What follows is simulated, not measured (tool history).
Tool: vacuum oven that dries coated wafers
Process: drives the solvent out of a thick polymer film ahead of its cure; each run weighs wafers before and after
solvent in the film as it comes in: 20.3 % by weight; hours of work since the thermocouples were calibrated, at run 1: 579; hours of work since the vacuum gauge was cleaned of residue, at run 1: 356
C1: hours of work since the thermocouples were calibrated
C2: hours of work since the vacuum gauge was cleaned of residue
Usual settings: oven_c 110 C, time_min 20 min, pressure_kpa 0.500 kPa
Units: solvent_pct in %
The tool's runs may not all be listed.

Run 1, hour 0.0: usual settings; C1 579; C2 356. Result: solvent_pct 4.77 %.
Run 2, hour 6.9: usual settings; C1 583; C2 360. Result: solvent_pct 4.75 %.
Run 3, hour 21.4: usual settings; C1 593; C2 370. Result: solvent_pct 4.92 %.
Run 4, hour 34.2: usual settings; C1 601; C2 378. Result: solvent_pct 4.74 %.
At hour 37.6: oven's thermocouples calibrated.
Run 5, hour 46.6: usual settings but pressure_kpa 0.344 kPa; C1 6; C2 385. Result: solvent_pct 5.07 %.
Run 6, hour 56.5: usual settings; C1 12; C2 391. Result: solvent_pct 5.13 %.
Run 7, hour 68.9: usual settings; C1 21; C2 400. Result: solvent_pct 5.05 %.
Run 8, hour 78.4: usual settings but oven_c 108 C, time_min 32 min, pressure_kpa 0.599 kPa; C1 27; C2 406. Result: solvent_pct 3.37 %.
Run 9, hour 92.6: usual settings but oven_c 108 C, time_min 22 min, pressure_kpa 1.050 kPa; C1 36; C2 415. Result: solvent_pct 5.57 %.
Run 10, hour 100.6: usual settings but oven_c 108 C, time_min 22 min, pressure_kpa 1.050 kPa; C1 42; C2 421. Result: solvent_pct 5.61 %.
At hour 112.2: oven's thermocouples calibrated, once more.
Run 11, hour 112.5: usual settings but oven_c 101 C, time_min 22 min, pressure_kpa 0.664 kPa; C1 0; C2 427. Result: solvent_pct 7.34 %.
Run 12, hour 119.1: usual settings but oven_c 101 C, time_min 22 min, pressure_kpa 0.664 kPa; C1 5; C2 431. Result: solvent_pct 7.28 %.
Run 13, hour 129.2: usual settings but oven_c 120 C, time_min 22 min, pressure_kpa 0.664 kPa; C1 11; C2 438. Result: solvent_pct 1.08 %.
Run 14, hour 135.3: usual settings but oven_c 100 C, time_min 19 min, pressure_kpa 0.388 kPa; C1 15; C2 442. Result: solvent_pct 8.53 %.

3 ways to go on from here, each from the tool as it stands after run 14. What would each give?
Run A, hour 147.1: usual settings but oven_c 125 C, pressure_kpa 0.298 kPa; C1 23; C2 450. Result: solvent_pct ?.
Run B, hour 147.1: usual settings but oven_c 123 C, time_min 22 min, pressure_kpa 0.388 kPa; C1 23; C2 450. Result: solvent_pct ?.
Run C, hour 147.1: usual settings but oven_c 121 C, time_min 19 min, pressure_kpa 0.388 kPa; C1 23; C2 450. Result: solvent_pct ?.

run  solvent_pct
  A         0.48
  B         0.51
  C         1.13
Without the tool's hidden state the same runs would have given:
run  solvent_pct
  A         0.49
  B         0.52
  C         1.17
